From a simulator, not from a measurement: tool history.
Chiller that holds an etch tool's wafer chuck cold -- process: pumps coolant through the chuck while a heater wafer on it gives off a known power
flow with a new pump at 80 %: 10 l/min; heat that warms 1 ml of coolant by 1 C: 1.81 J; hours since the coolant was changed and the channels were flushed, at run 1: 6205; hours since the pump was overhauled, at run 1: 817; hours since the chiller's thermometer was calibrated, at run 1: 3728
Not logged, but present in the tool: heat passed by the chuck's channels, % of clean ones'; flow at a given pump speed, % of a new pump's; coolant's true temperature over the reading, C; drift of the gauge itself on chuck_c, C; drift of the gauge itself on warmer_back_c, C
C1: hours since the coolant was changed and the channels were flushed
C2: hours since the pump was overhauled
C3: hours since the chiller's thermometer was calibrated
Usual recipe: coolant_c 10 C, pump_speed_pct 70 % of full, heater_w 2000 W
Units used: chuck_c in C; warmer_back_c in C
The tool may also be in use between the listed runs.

run 1 hour=0 | coolant_c=10 pump_speed_pct=70 heater_w=2000 | C1=6205 C2=817 C3=3728 | chuck_c=29.9 warmer_back_c=7.52
-- hour=28.5 coolant changed, channels flushed
run 2 hour=82.3 | coolant_c=10 pump_speed_pct=70 heater_w=2000 | C1=54 C2=894 C3=3805 | chuck_c=30.1 warmer_back_c=7.58
run 3 hour=208.6 | coolant_c=10 pump_speed_pct=70 heater_w=2000 | C1=180 C2=1020 C3=3931 | chuck_c=29.9 warmer_back_c=7.62
run 4 hour=280.1 | coolant_c=10 pump_speed_pct=70 heater_w=2000 | C1=252 C2=1092 C3=4003 | chuck_c=29.9 warmer_back_c=7.7
run 5 hour=371.8 | coolant_c=10 pump_speed_pct=70 heater_w=2000 | C1=343 C2=1183 C3=4094 | chuck_c=29.9 warmer_back_c=7.61
run 6 hour=508.5 | coolant_c=10 pump_speed_pct=64 heater_w=2000 | C1=480 C2=1320 C3=4231 | chuck_c=31.1 warmer_back_c=8.39
-- hour=590.5 chiller's thermometer calibrated
run 7 hour=620.7 | coolant_c=10 pump_speed_pct=86 heater_w=2000 | C1=591 C2=1431 C3=30 | chuck_c=27.5 warmer_back_c=6.29
run 8 hour=737.5 | coolant_c=10 pump_speed_pct=86 heater_w=2000 | C1=708 C2=1548 C3=147 | chuck_c=27.4 warmer_back_c=6.22
run 9 hour=810.2 | coolant_c=10 pump_speed_pct=70 heater_w=2000 | C1=781 C2=1621 C3=220 | chuck_c=29.8 warmer_back_c=7.66
run 10 hour=941.1 | coolant_c=10 pump_speed_pct=70 heater_w=2000 | C1=912 C2=1752 C3=351 | chuck_c=30 warmer_back_c=7.58
run 11 hour=1048.6 | coolant_c=10 pump_speed_pct=70 heater_w=2000 | C1=1019 C2=1859 C3=458 | chuck_c=30 warmer_back_c=7.67
run 12 hour=1133.1 | coolant_c=10 pump_speed_pct=70 heater_w=2000 | C1=1104 C2=1944 C3=543 | chuck_c=30 warmer_back_c=7.7
run 13 hour=1218.6 | coolant_c=10 pump_speed_pct=70 heater_w=2000 | C1=1189 C2=2029 C3=628 | chuck_c=29.8 warmer_back_c=7.66
run 14 hour=1312.9 | coolant_c=9 pump_speed_pct=98 heater_w=1792 | C1=1283 C2=2123 C3=722 | chuck_c=23.5 warmer_back_c=4.94
run 15 hour=1390.4 | coolant_c=8 pump_speed_pct=62 heater_w=1974 | C1=1361 C2=2201 C3=800 | chuck_c=29.3 warmer_back_c=8.62
run 16 hour=1481.4 | coolant_c=8 pump_speed_pct=62 heater_w=1974 | C1=1452 C2=2292 C3=891 | chuck_c=29.3 warmer_back_c=8.64
run 17 hour=1542.8 | coolant_c=10 pump_speed_pct=78 heater_w=1090 | C1=1513 C2=2353 C3=952 | chuck_c=20.1 warmer_back_c=3.85
run 18 hour=1634.3 | coolant_c=5 pump_speed_pct=64 heater_w=1092 | C1=1605 C2=2445 C3=1044 | chuck_c=16.5 warmer_back_c=4.7
run 19 hour=1699.5 | coolant_c=0 pump_speed_pct=70 heater_w=2000 | C1=1670 C2=2510 C3=1109 | chuck_c=19.9 warmer_back_c=7.8
run 20 hour=1798.6 | coolant_c=0 pump_speed_pct=70 heater_w=2000 | C1=1769 C2=2609 C3=1208 | chuck_c=20 warmer_back_c=7.76
run 21 hour=1885.3 | coolant_c=5 pump_speed_pct=90 heater_w=2000 | C1=1856 C2=2696 C3=1295 | chuck_c=21.9 warmer_back_c=6.04
run 22 hour=2017.8 | coolant_c=10 pump_speed_pct=77 heater_w=2817 | C1=1988 C2=2828 C3=1427 | chuck_c=36.5 warmer_back_c=9.9
run 23 hour=2085.9 | coolant_c=10 pump_speed_pct=77 heater_w=2817 | C1=2056 C2=2896 C3=1495 | chuck_c=36.4 warmer_back_c=9.93
run 24 hour=2172.1 | coolant_c=10 pump_speed_pct=77 heater_w=1441 | C1=2143 C2=2983 C3=1582 | chuck_c=23.3 warmer_back_c=5.2
run 25 hour=2229.4 | coolant_c=3 pump_speed_pct=69 heater_w=1441 | C1=2200 C2=3040 C3=1639 | chuck_c=17.5 warmer_back_c=5.74
run 26 hour=2294.2 | coolant_c=10 pump_speed_pct=73 heater_w=1010 | C1=2265 C2=3105 C3=1704 | chuck_c=19.7 warmer_back_c=3.92

Some steps in warmer_back_c between neighbouring runs. How much of each would the tool show without its hidden state too (settings, what came in, random variation), and how much is left for the hidden state, with any gauge scatter that isn't in both results?
Run 7 -> 8: settings left as they were, no log entry in between. warmer_back_c -0.07 C: hidden state +0.02, all else -0.09.
Run 9 -> 10: settings left as they were, no log entry in between. warmer_back_c -0.08 C: hidden state +0.02, all else -0.1.
Run 16 -> 17: coolant_c 8 -> 10, pump_speed_pct 62 -> 78, heater_w 1974 -> 1090. warmer_back_c -4.79 C: hidden state +0.01, all else -4.8.
Run 23 -> 24: heater_w 2817 -> 1441. warmer_back_c -4.73 C: hidden state +0.01, all else -4.74.

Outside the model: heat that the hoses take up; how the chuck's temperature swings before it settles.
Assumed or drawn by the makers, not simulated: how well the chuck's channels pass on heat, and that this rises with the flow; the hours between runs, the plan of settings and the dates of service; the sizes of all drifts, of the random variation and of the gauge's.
